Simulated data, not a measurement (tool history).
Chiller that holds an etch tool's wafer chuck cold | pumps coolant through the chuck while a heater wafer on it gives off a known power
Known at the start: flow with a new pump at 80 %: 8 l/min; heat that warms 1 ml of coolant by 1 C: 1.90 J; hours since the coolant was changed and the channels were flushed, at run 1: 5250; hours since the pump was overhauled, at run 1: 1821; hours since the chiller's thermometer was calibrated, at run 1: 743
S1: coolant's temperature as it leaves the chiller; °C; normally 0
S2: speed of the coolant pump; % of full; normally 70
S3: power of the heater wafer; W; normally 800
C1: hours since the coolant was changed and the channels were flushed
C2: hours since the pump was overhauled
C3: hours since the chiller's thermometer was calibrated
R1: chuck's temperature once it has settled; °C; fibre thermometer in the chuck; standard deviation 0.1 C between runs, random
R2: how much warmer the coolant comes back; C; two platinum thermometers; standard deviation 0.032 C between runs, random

run	hour	S1	S2	S3	C1	C2	C3	R1	R2
1	0.0	0	70	800	5250	1821	743	10.3	3.75
2	32.7	0	70	800	5282	1853	775	10.5	3.79
3	90.4	0	70	800	5340	1911	833	10.5	3.71
4	130.5	0	70	800	5380	1951	873	10.3	3.81
5	154.3	0	70	1124	5404	1975	897	14.5	5.34
6	181.3	0	70	1124	5431	2002	924	14.6	5.34
7	210.7	0	70	1124	5460	2031	953	14.6	5.32
8	236.4	0	70	1124	5486	2057	979	14.6	5.36
9	269.7	0	70	1124	5519	2090	1012	14.7	5.35
10	310.7	0	70	800	5560	2131	1053	10.4	3.79
11	343.3	0	70	800	5593	2164	1086	10.4	3.85
12	399.7	0	92	998	5649	2220	1142	11.0	3.51
13	450.7	0	92	998	5700	2271	1193	10.9	3.56
14	501.7	0	92	453	5751	2322	1244	5.0	1.63

The next listed run, before its measurement:
15	551.1	0	72	720	5801	2372	1294	?	?

{"run 15": {"R1": 9.1, "R2": 3.33}}
The same run, on a tool lacking any hidden state, would have yielded R1 8.1 °C, R2 3.19 C.

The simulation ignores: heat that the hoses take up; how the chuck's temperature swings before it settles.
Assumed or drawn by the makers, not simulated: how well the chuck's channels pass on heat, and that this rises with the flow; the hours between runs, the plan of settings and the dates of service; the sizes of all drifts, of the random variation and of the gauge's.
